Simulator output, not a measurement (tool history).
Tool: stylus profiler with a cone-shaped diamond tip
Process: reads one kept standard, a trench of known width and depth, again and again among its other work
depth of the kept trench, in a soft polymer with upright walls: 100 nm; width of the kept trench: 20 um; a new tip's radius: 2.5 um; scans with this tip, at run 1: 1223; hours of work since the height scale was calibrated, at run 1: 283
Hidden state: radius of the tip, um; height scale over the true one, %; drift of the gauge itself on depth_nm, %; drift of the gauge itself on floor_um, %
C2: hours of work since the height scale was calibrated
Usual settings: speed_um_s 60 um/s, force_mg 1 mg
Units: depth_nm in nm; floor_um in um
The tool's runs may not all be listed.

run 1 hour=0 | speed_um_s=60 force_mg=1 | scans_with_this_tip=1223 C2=283 | depth_nm=100.54 floor_um=18.23
run 2 hour=16 | speed_um_s=60 force_mg=0.81 | scans_with_this_tip=1268 C2=293 | depth_nm=100.44 floor_um=18.18
run 3 hour=27.8 | speed_um_s=60 force_mg=0.81 | scans_with_this_tip=1301 C2=301 | depth_nm=100.44 floor_um=18.16
run 4 hour=46.9 | speed_um_s=60 force_mg=0.81 | scans_with_this_tip=1355 C2=314 | depth_nm=100.49 floor_um=18.18
run 5 hour=66.4 | speed_um_s=60 force_mg=0.81 | scans_with_this_tip=1410 C2=326 | depth_nm=100.44 floor_um=18.18
run 6 hour=82.2 | speed_um_s=60 force_mg=1 | scans_with_this_tip=1455 C2=337 | depth_nm=100.54 floor_um=18.19
run 7 hour=96.7 | speed_um_s=60 force_mg=1 | scans_with_this_tip=1495 C2=346 | depth_nm=100.51 floor_um=18.09
run 8 hour=111.1 | speed_um_s=60 force_mg=1 | scans_with_this_tip=1536 C2=355 | depth_nm=100.58 floor_um=18.19
run 9 hour=120.6 | speed_um_s=60 force_mg=1 | scans_with_this_tip=1563 C2=362 | depth_nm=100.54 floor_um=18.15
run 10 hour=132.5 | speed_um_s=60 force_mg=1 | scans_with_this_tip=1596 C2=369 | depth_nm=100.55 floor_um=18.18
run 11 hour=149.6 | speed_um_s=60 force_mg=1 | scans_with_this_tip=1644 C2=380 | depth_nm=100.54 floor_um=18.21
run 12 hour=164.6 | speed_um_s=49 force_mg=1 | scans_with_this_tip=1686 C2=390 | depth_nm=100.56 floor_um=18.28
run 13 hour=175.9 | speed_um_s=29 force_mg=1 | scans_with_this_tip=1718 C2=398 | depth_nm=100.49 floor_um=18.33
run 14 hour=192.3 | speed_um_s=29 force_mg=1 | scans_with_this_tip=1764 C2=408 | depth_nm=100.58 floor_um=18.38
run 15 hour=203.6 | speed_um_s=29 force_mg=1 | scans_with_this_tip=1796 C2=416 | depth_nm=100.61 floor_um=18.34
run 16 hour=216.2 | speed_um_s=29 force_mg=1 | scans_with_this_tip=1832 C2=424 | depth_nm=100.56 floor_um=18.36
run 17 hour=226 | speed_um_s=29 force_mg=1 | scans_with_this_tip=1859 C2=430 | depth_nm=100.53 floor_um=18.27
run 18 hour=243.2 | speed_um_s=51 force_mg=1 | scans_with_this_tip=1908 C2=441 | depth_nm=100.54 floor_um=18.19
run 19 hour=256.4 | speed_um_s=51 force_mg=1 | scans_with_this_tip=1945 C2=450 | depth_nm=100.62 floor_um=18.15
run 20 hour=266.2 | speed_um_s=51 force_mg=1 | scans_with_this_tip=1973 C2=456 | depth_nm=100.59 floor_um=18.2
run 21 hour=282.6 | speed_um_s=51 force_mg=1 | scans_with_this_tip=2019 C2=467 | depth_nm=100.57 floor_um=18.19
run 22 hour=301.5 | speed_um_s=51 force_mg=1 | scans_with_this_tip=2072 C2=479 | depth_nm=100.6 floor_um=18.18
run 23 hour=320.3 | speed_um_s=128 force_mg=1.31 | scans_with_this_tip=2125 C2=492 | depth_nm=100.71 floor_um=17.9
run 24 hour=338.5 | speed_um_s=137 force_mg=2.37 | scans_with_this_tip=2176 C2=504 | depth_nm=100.96 floor_um=17.99
-- hour=340 height scale calibrated on a step standard
run 25 hour=358.6 | speed_um_s=137 force_mg=2.37 | scans_with_this_tip=2231 C2=12 | depth_nm=101 floor_um=18.03
run 26 hour=368.4 | speed_um_s=137 force_mg=2.37 | scans_with_this_tip=2259 C2=19 | depth_nm=101.04 floor_um=17.97
run 27 hour=379.2 | speed_um_s=137 force_mg=2.37 | scans_with_this_tip=2289 C2=26 | depth_nm=101.05 floor_um=18
run 28 hour=394.8 | speed_um_s=19 force_mg=2.22 | scans_with_this_tip=2333 C2=36 | depth_nm=100.99 floor_um=18.37
run 29 hour=403.5 | speed_um_s=19 force_mg=2.22 | scans_with_this_tip=2358 C2=41 | depth_nm=100.99 floor_um=18.41
run 30 hour=421.4 | speed_um_s=108 force_mg=1.1 | scans_with_this_tip=2408 C2=53 | depth_nm=100.66 floor_um=17.92
run 31 hour=439.9 | speed_um_s=108 force_mg=1.1 | scans_with_this_tip=2460 C2=65 | depth_nm=100.63 floor_um=17.89
-- hour=447.1 height scale calibrated on a step standard, once more
run 32 hour=454.9 | speed_um_s=18 force_mg=0.9 | scans_with_this_tip=2501 C2=5 | depth_nm=100.5 floor_um=18.31
run 33 hour=467.8 | speed_um_s=222 force_mg=1.97 | scans_with_this_tip=2537 C2=13 | depth_nm=100.83 floor_um=17.57
run 34 hour=480.2 | speed_um_s=111 force_mg=1.58 | scans_with_this_tip=2572 C2=22 | depth_nm=100.72 floor_um=17.95
run 35 hour=499.3 | speed_um_s=45 force_mg=0.69 | scans_with_this_tip=2626 C2=34 | depth_nm=100.38 floor_um=18.14
run 36 hour=513.6 | speed_um_s=45 force_mg=0.69 | scans_with_this_tip=2666 C2=43 | depth_nm=100.43 floor_um=18.18
run 37 hour=521.8 | speed_um_s=17 force_mg=1.04 | scans_with_this_tip=2690 C2=49 | depth_nm=100.55 floor_um=18.27
run 38 hour=534.9 | speed_um_s=121 force_mg=1 | scans_with_this_tip=2726 C2=57 | depth_nm=100.55 floor_um=17.74
run 39 hour=550.9 | speed_um_s=48 force_mg=0.5 | scans_with_this_tip=2771 C2=68 | depth_nm=100.32 floor_um=18.08
run 40 hour=570.7 | speed_um_s=79 force_mg=0.53 | scans_with_this_tip=2827 C2=81 | depth_nm=100.36 floor_um=17.86
run 41 hour=589.3 | speed_um_s=64 force_mg=1.11 | scans_with_this_tip=2880 C2=93 | depth_nm=100.61 floor_um=18.13
run 42 hour=607.6 | speed_um_s=64 force_mg=1.11 | scans_with_this_tip=2931 C2=105 | depth_nm=100.6 floor_um=18.12
run 43 hour=617.4 | speed_um_s=64 force_mg=1.11 | scans_with_this_tip=2959 C2=111 | depth_nm=100.64 floor_um=18.07

Hidden state or all else? Some run-to-run changes of depth_nm, split into what the settings, what came in and random variation would give without the hidden state, and what is left for the hidden state (with any gauge scatter that isn't in both results):
Run 24 -> 25: height scale calibrated on a step standard. depth_nm +0.04 nm: hidden state +0.06, all else -0.02.
Run 29 -> 30: speed_um_s 19 -> 108, force_mg 2.22 -> 1.1. depth_nm -0.33 nm: hidden state +0.01, all else -0.34.
Run 31 -> 32: speed_um_s 108 -> 18, force_mg 1.1 -> 0.9, height scale calibrated on a step standard, once more. depth_nm -0.13 nm: hidden state -0.14, all else +0.01.
Run 32 -> 33: speed_um_s 18 -> 222, force_mg 0.9 -> 1.97. depth_nm +0.33 nm: hidden state +0.02, all else +0.31.
Run 34 -> 35: speed_um_s 111 -> 45, force_mg 1.58 -> 0.69. depth_nm -0.34 nm: hidden state +0, all else -0.34.
